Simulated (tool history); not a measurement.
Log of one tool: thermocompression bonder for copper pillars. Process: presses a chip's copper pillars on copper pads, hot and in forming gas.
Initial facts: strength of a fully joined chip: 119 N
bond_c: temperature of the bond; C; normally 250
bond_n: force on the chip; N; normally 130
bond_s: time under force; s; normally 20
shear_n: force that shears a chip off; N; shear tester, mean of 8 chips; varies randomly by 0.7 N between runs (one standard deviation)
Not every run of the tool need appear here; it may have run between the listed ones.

run,day,bond_c,bond_n,bond_s,shear_n
1,0.000,250,130,20,59.8
2,1.125,250,183,20,81.7
3,2.492,274,183,20,92.0
4,3.329,274,183,20,93.0
5,5.042,250,130,20,57.9
6,6.567,250,130,20,57.5
7,7.446,250,130,20,56.3
8,8.421,250,130,20,57.3
9,9.300,250,130,20,55.6
10,10.517,250,184,20,83.3
11,12.221,263,184,39,101.4
12,13.212,250,130,17,55.1
13,14.658,250,130,18,55.1
14,15.458,250,95,36,50.6
15,16.433,221,80,18,19.4
16,17.629,246,130,16,48.5
17,19.042,247,168,47,84.5
18,20.592,230,92,28,30.6
19,21.421,275,192,28,95.9
20,22.875,265,103,39,62.8

Between the runs listed above, the log contained 3 entries, not reproduced here. Where in the sequence does each belong, and how does what the log doesn't record of the tool's condition differ from the listed run before to the listed run after?
From run 8 to run 9: force cell calibrated (day 8.562)
  true temperature of the bond over the reading, C: -2.6 -> -2.7; force that reaches the chip, % of what is set: 103.7 -> 104.6; oxide that the forming gas leaves, % of the face: 8.8 -> 9.37
  what was measured, less what the result would be without the hidden state, shear_n: -4.7 -> -4.7 N
From run 9 to run 10: forming gas filter changed (day 9.833)
  true temperature of the bond over the reading, C: -2.7 -> -2.9; oxide that the forming gas leaves, % of the face: 9.37 -> 1.07
  what was measured, less what the result would be without the hidden state, shear_n: -4.7 -> +0.3 N
From run 11 to run 12: force cell calibrated, once more (day 13.100)
  true temperature of the bond over the reading, C: -3.2 -> -3.3; force that reaches the chip, % of what is set: 104.7 -> 100.1; oxide that the forming gas leaves, % of the face: 2.08 -> 2.62
  what was measured, less what the result would be without the hidden state, shear_n: -1.1 -> -3.3 N
